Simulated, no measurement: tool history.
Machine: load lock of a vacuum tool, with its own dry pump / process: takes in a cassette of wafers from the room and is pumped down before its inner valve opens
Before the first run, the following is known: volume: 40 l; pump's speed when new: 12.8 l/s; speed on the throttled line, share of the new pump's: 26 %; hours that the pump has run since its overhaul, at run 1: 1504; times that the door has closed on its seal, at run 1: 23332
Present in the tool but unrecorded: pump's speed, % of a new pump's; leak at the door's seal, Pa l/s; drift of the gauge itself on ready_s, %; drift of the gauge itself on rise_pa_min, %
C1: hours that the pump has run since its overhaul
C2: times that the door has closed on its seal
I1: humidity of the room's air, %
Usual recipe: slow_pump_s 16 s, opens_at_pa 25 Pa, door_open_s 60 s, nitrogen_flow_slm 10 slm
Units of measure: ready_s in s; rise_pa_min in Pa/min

run 1 hour=0.0 | slow_pump_s=16 opens_at_pa=25 door_open_s=60 nitrogen_flow_slm=10 | C1=1504 C2=23332 | I1=45.2 | ready_s=37.6 rise_pa_min=0.028
run 2 hour=41.1 | slow_pump_s=16 opens_at_pa=25 door_open_s=60 nitrogen_flow_slm=10 | C1=1546 C2=23466 | I1=46.5 | ready_s=38.2 rise_pa_min=0.029
run 3 hour=133.5 | slow_pump_s=16 opens_at_pa=25 door_open_s=60 nitrogen_flow_slm=10 | C1=1638 C2=23766 | I1=42.8 | ready_s=37.5 rise_pa_min=0.025
run 4 hour=209.5 | slow_pump_s=16 opens_at_pa=25 door_open_s=60 nitrogen_flow_slm=10 | C1=1714 C2=24014 | I1=42.6 | ready_s=37.7 rise_pa_min=0.020
run 5 hour=305.3 | slow_pump_s=16 opens_at_pa=25 door_open_s=60 nitrogen_flow_slm=10 | C1=1810 C2=24326 | I1=44.9 | ready_s=37.5 rise_pa_min=0.026
run 6 hour=365.0 | slow_pump_s=16 opens_at_pa=25 door_open_s=60 nitrogen_flow_slm=19 | C1=1869 C2=24520 | I1=47.9 | ready_s=37.6 rise_pa_min=0.028
run 7 hour=433.7 | slow_pump_s=16 opens_at_pa=25 door_open_s=60 nitrogen_flow_slm=19 | C1=1938 C2=24743 | I1=44.7 | ready_s=38.1 rise_pa_min=0.020
run 8 hour=529.9 | slow_pump_s=16 opens_at_pa=25 door_open_s=60 nitrogen_flow_slm=19 | C1=2034 C2=25057 | I1=42.9 | ready_s=38.3 rise_pa_min=0.024
run 9 hour=581.4 | slow_pump_s=12 opens_at_pa=25 door_open_s=60 nitrogen_flow_slm=19 | C1=2086 C2=25224 | I1=46.5 | ready_s=35.5 rise_pa_min=0.018
run 10 hour=652.0 | slow_pump_s=16 opens_at_pa=25 door_open_s=40 nitrogen_flow_slm=10 | C1=2156 C2=25454 | I1=48.7 | ready_s=38.0 rise_pa_min=0.022
run 11 hour=746.3 | slow_pump_s=16 opens_at_pa=36 door_open_s=40 nitrogen_flow_slm=10 | C1=2251 C2=25761 | I1=46.4 | ready_s=37.2 rise_pa_min=0.017
run 12 hour=811.4 | slow_pump_s=16 opens_at_pa=36 door_open_s=40 nitrogen_flow_slm=10 | C1=2316 C2=25973 | I1=42.9 | ready_s=36.7 rise_pa_min=0.018
run 13 hour=857.6 | slow_pump_s=16 opens_at_pa=47 door_open_s=60 nitrogen_flow_slm=10 | C1=2362 C2=26123 | I1=45.8 | ready_s=35.8 rise_pa_min=0.026
run 14 hour=923.5 | slow_pump_s=16 opens_at_pa=25 door_open_s=64 nitrogen_flow_slm=10 | C1=2428 C2=26338 | I1=43.6 | ready_s=37.8 rise_pa_min=0.032
run 15 hour=1011.6 | slow_pump_s=16 opens_at_pa=25 door_open_s=64 nitrogen_flow_slm=10 | C1=2516 C2=26624 | I1=46.1 | ready_s=37.7 rise_pa_min=0.027
run 16 hour=1082.2 | slow_pump_s=16 opens_at_pa=25 door_open_s=60 nitrogen_flow_slm=10 | C1=2587 C2=26854 | I1=46.3 | ready_s=37.7 rise_pa_min=0.024
run 17 hour=1146.5 | slow_pump_s=16 opens_at_pa=25 door_open_s=60 nitrogen_flow_slm=10 | C1=2651 C2=27064 | I1=46.7 | ready_s=37.4 rise_pa_min=0.030
run 18 hour=1230.1 | slow_pump_s=16 opens_at_pa=25 door_open_s=60 nitrogen_flow_slm=10 | C1=2735 C2=27336 | I1=41.5 | ready_s=38.2 rise_pa_min=0.024
run 19 hour=1317.7 | slow_pump_s=16 opens_at_pa=25 door_open_s=60 nitrogen_flow_slm=10 | C1=2822 C2=27621 | I1=45.9 | ready_s=37.9 rise_pa_min=0.028
run 20 hour=1381.8 | slow_pump_s=17 opens_at_pa=50 door_open_s=60 nitrogen_flow_slm=10 | C1=2886 C2=27830 | I1=43.7 | ready_s=37.0 rise_pa_min=0.022
run 21 hour=1476.0 | slow_pump_s=17 opens_at_pa=47 door_open_s=60 nitrogen_flow_slm=33 | C1=2980 C2=28136 | I1=45.1 | ready_s=36.8 rise_pa_min=0.022
run 22 hour=1540.5 | slow_pump_s=17 opens_at_pa=47 door_open_s=60 nitrogen_flow_slm=33 | C1=3045 C2=28346 | I1=42.7 | ready_s=36.4 rise_pa_min=0.016
run 23 hour=1609.0 | slow_pump_s=17 opens_at_pa=22 door_open_s=60 nitrogen_flow_slm=14 | C1=3113 C2=28569 | I1=44.5 | ready_s=39.3 rise_pa_min=0.024
run 24 hour=1701.6 | slow_pump_s=17 opens_at_pa=28 door_open_s=143 nitrogen_flow_slm=8 | C1=3206 C2=28870 | I1=45.2 | ready_s=38.0 rise_pa_min=0.044

Run 25 has not been measured yet. What should we expect?
run 25 hour=1747.5 | slow_pump_s=17 opens_at_pa=23 door_open_s=143 nitrogen_flow_slm=8 | C1=3252 C2=29020 | I1=45.0 | ready_s=? rise_pa_min=?

ready_s: 39.0 s
rise_pa_min: 0.051 Pa/min
With the hidden condition absent and the run-to-run variation left alone, this run would have shown ready_s 39.0 s, rise_pa_min 0.050 Pa/min.
